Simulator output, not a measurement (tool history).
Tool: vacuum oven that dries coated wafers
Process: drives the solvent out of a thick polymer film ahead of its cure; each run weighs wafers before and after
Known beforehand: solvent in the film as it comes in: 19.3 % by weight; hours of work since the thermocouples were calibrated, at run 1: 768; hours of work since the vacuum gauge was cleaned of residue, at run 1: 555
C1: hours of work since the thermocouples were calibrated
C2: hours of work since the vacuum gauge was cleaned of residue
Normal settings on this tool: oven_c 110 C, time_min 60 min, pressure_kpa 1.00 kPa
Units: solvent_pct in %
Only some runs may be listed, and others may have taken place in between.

{"run": 1, "hour": 0.0, "oven_c": 110, "time_min": 60, "pressure_kpa": 1.0, "C1": 768, "C2": 555, "solvent_pct": 3.17}
{"run": 2, "hour": 48.4, "oven_c": 110, "time_min": 60, "pressure_kpa": 1.0, "C1": 792, "C2": 578, "solvent_pct": 3.16}
{"run": 3, "hour": 100.4, "oven_c": 110, "time_min": 60, "pressure_kpa": 1.0, "C1": 817, "C2": 603, "solvent_pct": 3.23}
{"run": 4, "hour": 139.0, "oven_c": 110, "time_min": 60, "pressure_kpa": 1.0, "C1": 836, "C2": 622, "solvent_pct": 3.22}
{"run": 5, "hour": 194.9, "oven_c": 110, "time_min": 60, "pressure_kpa": 1.0, "C1": 863, "C2": 650, "solvent_pct": 3.19}
{"run": 6, "hour": 233.0, "oven_c": 110, "time_min": 60, "pressure_kpa": 1.08, "C1": 881, "C2": 668, "solvent_pct": 3.2}
{"run": 7, "hour": 266.8, "oven_c": 110, "time_min": 60, "pressure_kpa": 1.08, "C1": 898, "C2": 685, "solvent_pct": 3.22}
{"run": 8, "hour": 322.0, "oven_c": 110, "time_min": 60, "pressure_kpa": 1.08, "C1": 925, "C2": 711, "solvent_pct": 3.28}
{"run": 9, "hour": 386.1, "oven_c": 110, "time_min": 80, "pressure_kpa": 1.08, "C1": 956, "C2": 743, "solvent_pct": 2.14}
{"run": 10, "hour": 415.7, "oven_c": 110, "time_min": 35, "pressure_kpa": 0.55, "C1": 970, "C2": 757, "solvent_pct": 5.89}
{"run": 11, "hour": 449.3, "oven_c": 110, "time_min": 35, "pressure_kpa": 0.55, "C1": 987, "C2": 773, "solvent_pct": 5.95}
{"run": 12, "hour": 493.7, "oven_c": 110, "time_min": 35, "pressure_kpa": 0.55, "C1": 1008, "C2": 795, "solvent_pct": 5.97}
{"run": 13, "hour": 551.3, "oven_c": 110, "time_min": 35, "pressure_kpa": 0.55, "C1": 1037, "C2": 823, "solvent_pct": 5.9}
{"run": 14, "hour": 605.6, "oven_c": 116, "time_min": 32, "pressure_kpa": 0.67, "C1": 1063, "C2": 850, "solvent_pct": 4.71}
{"run": 15, "hour": 637.7, "oven_c": 122, "time_min": 63, "pressure_kpa": 1.85, "C1": 1079, "C2": 865, "solvent_pct": 1.2}

Each row is a separate what-if for the run after 15, all from the same tool condition, not one after another. Results?
{"run": "A", "hour": 676.7, "oven_c": 122, "time_min": 63, "pressure_kpa": 1.06, "C1": 1098, "C2": 884, "solvent_pct": "?"}
{"run": "B", "hour": 676.7, "oven_c": 110, "time_min": 45, "pressure_kpa": 1.0, "C1": 1098, "C2": 884, "solvent_pct": "?"}
{"run": "C", "hour": 676.7, "oven_c": 122, "time_min": 44, "pressure_kpa": 1.85, "C1": 1098, "C2": 884, "solvent_pct": "?"}

run=A solvent_pct=1.01
run=B solvent_pct=4.62
run=C solvent_pct=2.15
The same runs, with their run-to-run variation unchanged, on a tool lacking any hidden condition would have given:
run=A solvent_pct=1.02
run=B solvent_pct=4.65
run=C solvent_pct=2.17

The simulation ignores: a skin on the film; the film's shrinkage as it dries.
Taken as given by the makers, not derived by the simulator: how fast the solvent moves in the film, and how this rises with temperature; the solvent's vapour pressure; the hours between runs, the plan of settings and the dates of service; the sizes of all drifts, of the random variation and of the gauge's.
